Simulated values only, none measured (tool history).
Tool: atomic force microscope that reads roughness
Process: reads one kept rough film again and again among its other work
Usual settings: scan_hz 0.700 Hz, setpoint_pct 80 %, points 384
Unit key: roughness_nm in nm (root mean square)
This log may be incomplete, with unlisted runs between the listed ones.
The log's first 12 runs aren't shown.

run	hour	scan_hz	setpoint_pct	points	pictures with this tip	hours of work since the height scale was calibrated	roughness_nm
13	384.6	0.700	80	740	77	1238	0.814
14	424.7	0.700	80	740	151	1267	0.814
15	453.7	0.700	80	846	205	1288	0.812
16	482.3	0.700	80	846	258	1309	0.809
17	507.3	0.700	80	846	305	1327	0.807
18	536.8	0.700	80	846	360	1349	0.808
# hour 551.1: new tip fitted
19	561.1	1.520	80	384	19	1366	0.760
20	600.2	1.520	80	384	92	1395	0.758
21	629.1	1.520	80	384	145	1416	0.758
22	668.9	0.700	80	384	219	1445	0.810
23	703.8	0.700	80	384	284	1470	0.810
24	728.5	0.700	80	384	330	1488	0.803
# hour 756.8: new tip fitted
25	771.3	0.700	80	384	27	1519	0.820
26	797.1	0.700	74	384	75	1538	0.829

Forecast run 27:
27	826.0	0.700	74	384	128	1559	?

roughness_nm: 0.831 nm (root mean square)
Without the tool's hidden state the same run would have given roughness_nm 0.824 nm (root mean square).
